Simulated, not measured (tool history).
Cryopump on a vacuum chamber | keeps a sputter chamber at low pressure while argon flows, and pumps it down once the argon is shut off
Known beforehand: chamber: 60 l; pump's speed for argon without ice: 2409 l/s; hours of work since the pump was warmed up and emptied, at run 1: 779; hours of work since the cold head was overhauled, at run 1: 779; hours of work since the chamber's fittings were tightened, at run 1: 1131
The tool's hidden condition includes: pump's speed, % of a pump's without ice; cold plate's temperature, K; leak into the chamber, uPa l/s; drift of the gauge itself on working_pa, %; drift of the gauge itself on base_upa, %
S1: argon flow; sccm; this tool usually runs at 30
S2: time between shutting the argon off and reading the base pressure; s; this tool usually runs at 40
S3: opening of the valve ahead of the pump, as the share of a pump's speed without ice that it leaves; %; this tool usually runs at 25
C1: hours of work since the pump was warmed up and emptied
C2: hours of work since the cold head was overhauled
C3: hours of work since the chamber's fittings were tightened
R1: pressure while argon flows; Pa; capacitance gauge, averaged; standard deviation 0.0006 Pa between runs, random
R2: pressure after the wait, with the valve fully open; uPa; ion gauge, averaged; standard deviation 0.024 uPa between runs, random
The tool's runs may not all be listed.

run	hour	S1	S2	S3	C1	C2	C3	R1	R2
1	0	30	40	25	779	779	1131	0.0871	1.33
2	36.1	30	40	25	797	797	1149	0.0877	1.32
3	58.4	30	40	25	808	808	1159	0.0876	1.36
4	76.3	36	40	25	817	817	1168	0.1055	1.35
5	113.3	36	40	25	835	835	1186	0.1043	1.34
6	145.6	36	40	25	851	851	1202	0.1062	1.31
7	186.7	36	40	25	871	871	1223	0.1052	1.36
8	217.5	36	290	25	886	886	1238	0.1061	0.7
9	254	30	40	25	904	904	1256	0.0883	1.42
# hour 292.7: pump warmed up, emptied and cooled again
10	297.4	30	40	25	2	923	1275	0.0841	1.3
11	320.7	30	40	25	14	934	1286	0.0854	1.31
12	354.5	30	40	25	30	951	1303	0.0854	1.32
13	372.3	30	40	20	39	960	1311	0.1063	1.26
14	411.3	30	40	17	58	979	1331	0.1248	1.3
15	437.4	30	40	17	71	992	1343	0.1234	1.28
16	456.2	30	40	17	80	1001	1353	0.1241	1.36
17	475.6	27	48	41	90	1011	1362	0.0458	1.24
18	504	30	71	18	104	1025	1376	0.1173	0.96
19	544.3	30	71	18	124	1044	1396	0.1176	1.02
20	575	19	71	42	139	1059	1411	0.0329	1
21	616.7	19	71	42	159	1080	1432	0.0315	1.02
22	636.8	19	71	42	169	1090	1441	0.0324	0.99
23	662.3	15	48	42	182	1102	1454	0.0251	1.25
24	691.9	20	146	40	196	1117	1469	0.0368	0.81
25	713.9	58	40	16	207	1128	1479	0.2564	1.37
26	746.9	58	40	16	223	1144	1496	0.2559	1.37
27	776	28	208	50	238	1158	1510	0.0399	0.74

Below are 4 alternative next runs, each starting from the tool's condition after run 27. Predict each:
A	806.5	28	71	50	253	1173	1525	?	?
B	806.5	28	30	44	253	1173	1525	?	?
C	806.5	33	21	35	253	1173	1525	?	?
D	806.5	42	40	25	253	1173	1525	?	?

run	R1	R2
A	0.04	1.07
B	0.0454	1.68
C	0.0672	2.07
D	0.1195	1.39
Had the tool no hidden state, the same runs would have come out as:
run	R1	R2
A	0.0387	0.57
B	0.0442	1.19
C	0.0658	1.59
D	0.1177	0.91
